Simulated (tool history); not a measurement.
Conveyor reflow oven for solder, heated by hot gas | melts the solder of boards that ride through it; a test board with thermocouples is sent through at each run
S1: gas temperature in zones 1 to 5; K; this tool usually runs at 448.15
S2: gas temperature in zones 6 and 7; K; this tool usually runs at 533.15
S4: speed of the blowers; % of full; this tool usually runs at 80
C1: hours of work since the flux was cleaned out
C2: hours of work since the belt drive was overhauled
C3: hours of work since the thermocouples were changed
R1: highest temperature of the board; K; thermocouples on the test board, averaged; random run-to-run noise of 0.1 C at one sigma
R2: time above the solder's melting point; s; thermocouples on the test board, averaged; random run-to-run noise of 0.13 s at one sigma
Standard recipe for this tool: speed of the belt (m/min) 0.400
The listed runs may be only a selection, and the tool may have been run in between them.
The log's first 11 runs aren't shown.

Run 12, day 13.400: usual settings; C1 443; C2 650; C3 265. Result: R1 521.55 K, R2 65.7 s.
Run 13, day 14.421: usual settings; C1 453; C2 660; C3 275. Result: R1 521.45 K, R2 65.6 s.
Run 14, day 15.200: usual settings; C1 460; C2 667; C3 282. Result: R1 521.55 K, R2 65.8 s.
Run 15, day 16.633: usual settings but speed of the belt (m/min) 0.396; C1 474; C2 681; C3 296. Result: R1 521.95 K, R2 66.9 s.
Run 16, day 18.204: usual settings but speed of the belt (m/min) 0.396; C1 490; C2 697; C3 312. Result: R1 521.75 K, R2 66.8 s.
At day 19.154: flux residue cleaned out of gas plates and filters.
Run 17, day 19.679: usual settings but S1 455.15 K, S2 546.15 K, speed of the belt (m/min) 0.355, S4 55 % of full; C1 5; C2 709; C3 324. Result: R1 532.75 K, R2 86.9 s.
Run 18, day 20.546: usual settings but S1 442.15 K, S2 528.15 K; C1 14; C2 718; C3 333. Result: R1 516.15 K, R2 58.5 s.
Run 19, day 21.583: usual settings but S1 442.15 K, S2 528.15 K; C1 24; C2 728; C3 343. Result: R1 516.15 K, R2 58.3 s.
Run 20, day 22.379: usual settings but speed of the belt (m/min) 0.471; C1 32; C2 736; C3 351. Result: R1 517.25 K, R2 50.5 s.
Run 21, day 23.767: usual settings but S1 454.15 K, S4 87 % of full; C1 45; C2 750; C3 365. Result: R1 523.45 K, R2 70.5 s.
Run 22, day 24.725: usual settings but S1 461.15 K, S2 534.15 K, speed of the belt (m/min) 0.328, S4 65 % of full; C1 55; C2 759; C3 374. Result: R1 526.15 K, R2 93.7 s.
Run 23, day 26.208: usual settings but S1 461.15 K, S2 544.15 K, speed of the belt (m/min) 0.328, S4 58 % of full; C1 70; C2 774; C3 389. Result: R1 534.15 K, R2 99.1 s.
Run 24, day 26.908: usual settings but S4 74 % of full; C1 76; C2 781; C3 396. Result: R1 520.55 K, R2 64.4 s.
Run 25, day 28.304: usual settings but speed of the belt (m/min) 0.389, S4 63 % of full; C1 90; C2 794; C3 409. Result: R1 519.05 K, R2 64.4 s.
Run 26, day 29.875: usual settings but S1 438.15 K, S2 527.15 K, speed of the belt (m/min) 0.352, S4 76 % of full; C1 106; C2 810; C3 425. Result: R1 517.35 K, R2 67.3 s.
At day 30.492: belt drive overhauled, speed set with a stopwatch.
Run 27, day 31.342: usual settings but S1 452.15 K, S2 546.15 K, speed of the belt (m/min) 0.362, S4 82 % of full; C1 118; C2 8; C3 438. Result: R1 536.75 K, R2 86.9 s.
Run 28, day 32.717: usual settings but S1 436.15 K, S2 547.15 K, speed of the belt (m/min) 0.389, S4 54 % of full; C1 132; C2 22; C3 451. Result: R1 526.85 K, R2 65.4 s.
Run 29, day 33.679: usual settings but S1 436.15 K, S2 547.15 K, speed of the belt (m/min) 0.389, S4 54 % of full; C1 142; C2 31; C3 461. Result: R1 526.75 K, R2 65.4 s.
Run 30, day 34.379: usual settings but S1 436.15 K, S2 547.15 K, speed of the belt (m/min) 0.389, S4 54 % of full; C1 148; C2 38; C3 468. Result: R1 527.05 K, R2 65.5 s.
Run 31, day 35.296: usual settings; C1 157; C2 47; C3 477. Result: R1 521.45 K, R2 65.7 s.

4 ways to go on from here, each from the tool as it stands after run 31. What would each give?
Run A, day 36.696: usual settings but S1 450.15 K, speed of the belt (m/min) 0.350, S4 57 % of full; C1 171; C2 61; C3 490. Result: R1 ?, R2 ?.
Run B, day 36.696: usual settings but S1 444.15 K, S2 547.15 K, speed of the belt (m/min) 0.325; C1 171; C2 61; C3 490. Result: R1 ?, R2 ?.
Run C, day 36.696: usual settings but speed of the belt (m/min) 0.474; C1 171; C2 61; C3 490. Result: R1 ?, R2 ?.
Run D, day 36.696: usual settings but S1 438.15 K, S4 53 % of full; C1 171; C2 61; C3 490. Result: R1 ?, R2 ?.

run      R1    R2
  A  521.15  75.5
  B  538.65  95.4
  C  516.75  49.5
  D  513.75  50.7
With the hidden condition removed and each run's random variation left untouched, the same runs would have given:
run      R1    R2
  A  521.15  75.5
  B  538.65  95.4
  C  516.75  49.5
  D  513.75  50.8
